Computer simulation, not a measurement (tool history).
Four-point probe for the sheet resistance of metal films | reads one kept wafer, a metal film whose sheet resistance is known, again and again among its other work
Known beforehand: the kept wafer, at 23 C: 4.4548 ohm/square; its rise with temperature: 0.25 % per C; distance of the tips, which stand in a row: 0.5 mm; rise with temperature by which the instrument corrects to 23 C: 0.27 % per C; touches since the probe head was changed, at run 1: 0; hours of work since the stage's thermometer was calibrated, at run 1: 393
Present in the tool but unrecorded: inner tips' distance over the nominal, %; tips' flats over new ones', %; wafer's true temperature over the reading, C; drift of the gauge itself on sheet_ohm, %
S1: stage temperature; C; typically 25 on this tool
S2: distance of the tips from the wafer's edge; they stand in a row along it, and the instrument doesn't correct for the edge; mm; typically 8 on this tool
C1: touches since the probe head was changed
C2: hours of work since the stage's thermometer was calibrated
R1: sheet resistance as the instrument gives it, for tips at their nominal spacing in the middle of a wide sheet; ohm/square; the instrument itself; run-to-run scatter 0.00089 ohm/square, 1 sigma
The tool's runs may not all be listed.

Run 1, hour 0: usual settings; C1 0; C2 393. Result: R1 4.459249 ohm/square.
Run 2, hour 29.5: usual settings; C1 1472; C2 415. Result: R1 4.459576 ohm/square.
Run 3, hour 86.1: usual settings but S2 32 mm; C1 4293; C2 458. Result: R1 4.448979 ohm/square.
Run 4, hour 119.7: usual settings but S2 14 mm; C1 5968; C2 483. Result: R1 4.448075 ohm/square.
Run 5, hour 147.2: usual settings but S2 14 mm; C1 7340; C2 504. Result: R1 4.445559 ohm/square.
Run 6, hour 205.5: usual settings but S1 21 C, S2 4 mm; C1 10249; C2 548. Result: R1 4.483693 ohm/square.
Run 7, hour 258.2: usual settings but S1 21 C, S2 4 mm; C1 12877; C2 587. Result: R1 4.480404 ohm/square.
At hour 264: stage's thermometer calibrated.
Run 8, hour 303.5: usual settings but S1 21 C, S2 4 mm; C1 15115; C2 30. Result: R1 4.479324 ohm/square.
Run 9, hour 330.9: usual settings but S1 21 C, S2 4 mm; C1 16478; C2 50. Result: R1 4.477193 ohm/square.
Run 10, hour 358.2: usual settings but S1 21 C; C1 17840; C2 71. Result: R1 4.449659 ohm/square.

Difference, measured minus no-hidden-state, one row per run. Run-to-run variation is common to both terms; the gauge's own scatter need not be:
run         R1
  1  -0.001627
  2  -0.002977
  3  -0.005703
  4  -0.007046
  5  -0.008186
  6  -0.010955
  7  -0.013281
  8  -0.014262
  9  -0.015642
 10  -0.016917

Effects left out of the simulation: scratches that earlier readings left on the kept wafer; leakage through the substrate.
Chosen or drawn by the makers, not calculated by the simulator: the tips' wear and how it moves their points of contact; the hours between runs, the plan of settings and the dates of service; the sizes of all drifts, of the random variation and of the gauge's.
